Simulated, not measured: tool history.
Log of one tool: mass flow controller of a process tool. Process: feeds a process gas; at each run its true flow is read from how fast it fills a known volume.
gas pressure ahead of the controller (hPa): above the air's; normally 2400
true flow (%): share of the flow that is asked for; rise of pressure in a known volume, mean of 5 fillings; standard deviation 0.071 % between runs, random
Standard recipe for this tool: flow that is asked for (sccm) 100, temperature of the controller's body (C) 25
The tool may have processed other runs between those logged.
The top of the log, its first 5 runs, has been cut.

run	hour	flow that is asked for (sccm)	gas pressure ahead of the controller (hPa)	temperature of the controller's body (C)	hours of work since the controller was set to zero	hours of work since the controller was changed	true flow (%)
6	1150.1	100	2400	39	3228	3228	102.26
7	1403.2	100	2400	39	3380	3380	102.33
8	1527.5	100	2400	25	3454	3454	101.65
9	1657.6	100	2400	25	3533	3533	101.43
10	1827.1	100	2400	25	3634	3634	101.49
11	2079.4	100	2400	25	3786	3786	101.61
12	2365.2	100	2400	29	3958	3958	101.99
13	2506	100	2340	29	4042	4042	102
14	2681.6	100	2340	29	4148	4148	102.11
15	2911.1	100	2340	29	4286	4286	102.25
16	3033.9	52	1890	34	4360	4360	103.05
17	3197.9	52	1890	34	4458	4458	103.13
18	3323.1	52	1890	34	4533	4533	103.19
19	3531	52	1890	34	4658	4658	103.25
20	3716.6	80	2760	34	4770	4770	103.26
# hour 3731.7: controller's zero set anew
21	3904.7	75	2760	34	104	4883	104.02
22	4153.1	48	2400	25	253	5032	104.49
23	4367.1	64	2680	39	382	5160	104.85
# hour 4501.5: controller's zero set anew, once more
24	4531.9	64	2680	39	18	5259	101.91
25	4688.6	33	2400	34	112	5353	101.39
26	4925.1	33	2400	34	255	5495	101.56
27	5077.9	33	2400	34	346	5587	101.72
28	5200.2	100	1630	22	420	5661	100.48
29	5408.8	100	1630	28	545	5786	101.04
30	5594.1	39	2400	22	657	5897	101

Branching from run 30: 5 alternative next runs. What would each branch give?
A	5767.4	30	2180	22	761	6002	?
B	5767.4	100	2400	35	761	6002	?
C	5767.4	125	1590	25	761	6002	?
D	5767.4	39	2400	21	761	6002	?
E	5767.4	82	2240	32	761	6002	?

run	true flow (%)
A	101.26
B	102.23
C	100.99
D	101.22
E	101.78
Without the tool's unlogged condition, the same runs would have read:
run	true flow (%)
A	98.91
B	100.36
C	99.17
D	99.03
E	99.87
